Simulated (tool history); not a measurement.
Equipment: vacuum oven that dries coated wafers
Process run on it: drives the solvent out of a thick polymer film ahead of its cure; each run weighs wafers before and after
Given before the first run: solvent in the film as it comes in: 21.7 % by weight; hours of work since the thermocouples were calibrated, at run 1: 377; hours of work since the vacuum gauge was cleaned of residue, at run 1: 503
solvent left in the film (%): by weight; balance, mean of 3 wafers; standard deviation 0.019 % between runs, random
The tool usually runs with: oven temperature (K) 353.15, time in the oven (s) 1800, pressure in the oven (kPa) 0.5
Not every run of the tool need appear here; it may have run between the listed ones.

| run | hour | oven temperature (K) | time in the oven (s) | pressure in the oven (kPa) | hours of work since the thermocouples were calibrated | hours of work since the vacuum gauge was cleaned of residue | solvent left in the film (%) |
|---|---|---|---|---|---|---|---|
| 1 | 0 | 353.15 | 1800 | 0.5 | 377 | 503 | 2.05 |
| 2 | 37.7 | 353.15 | 1800 | 0.5 | 394 | 520 | 2.04 |
| 3 | 103.9 | 353.15 | 1380 | 0.5 | 425 | 550 | 3.27 |
| 4 | 143.9 | 353.15 | 1800 | 0.5 | 443 | 569 | 2.07 |
| 5 | 177.6 | 353.15 | 1800 | 0.5 | 459 | 584 | 2.05 |
|  | 185.5 | oven's thermocouples calibrated |
| 6 | 230.5 | 353.15 | 1800 | 0.254 | 21 | 608 | 1.91 |
| 7 | 267.1 | 353.15 | 1800 | 0.449 | 38 | 625 | 2.04 |
| 8 | 315.4 | 354.15 | 2640 | 0.638 | 60 | 647 | 0.9 |
| 9 | 357.3 | 354.15 | 2640 | 0.638 | 79 | 666 | 0.86 |
| 10 | 412.9 | 361.15 | 3000 | 0.617 | 105 | 692 | 0.39 |
| 11 | 447.9 | 361.15 | 3000 | 0.617 | 121 | 708 | 0.41 |
| 12 | 501.9 | 361.15 | 3000 | 0.617 | 146 | 733 | 0.38 |
| 13 | 562.3 | 361.15 | 1200 | 0.425 | 174 | 761 | 1.38 |

3 options for the next run, each taken on its own from the tool as it stands now. Forecast them:
|  | 615.9 | oven's thermocouples calibrated, once more |
| A | 629 | 361.15 | 900 | 0.425 | 6 | 791 | ? |
|  | 615.9 | oven's thermocouples calibrated, once more |
| B | 629 | 340.15 | 1260 | 1.189 | 6 | 791 | ? |
|  | 615.9 | oven's thermocouples calibrated, once more |
| C | 629 | 365.15 | 1860 | 0.555 | 6 | 791 | ? |

| run | solvent left in the film (%) |
|---|---|
| A | 2.68 |
| B | 10.45 |
| C | 0.39 |
With no hidden state in the tool, these same runs would have given:
| run | solvent left in the film (%) |
|---|---|
| A | 2.45 |
| B | 10.12 |
| C | 0.25 |

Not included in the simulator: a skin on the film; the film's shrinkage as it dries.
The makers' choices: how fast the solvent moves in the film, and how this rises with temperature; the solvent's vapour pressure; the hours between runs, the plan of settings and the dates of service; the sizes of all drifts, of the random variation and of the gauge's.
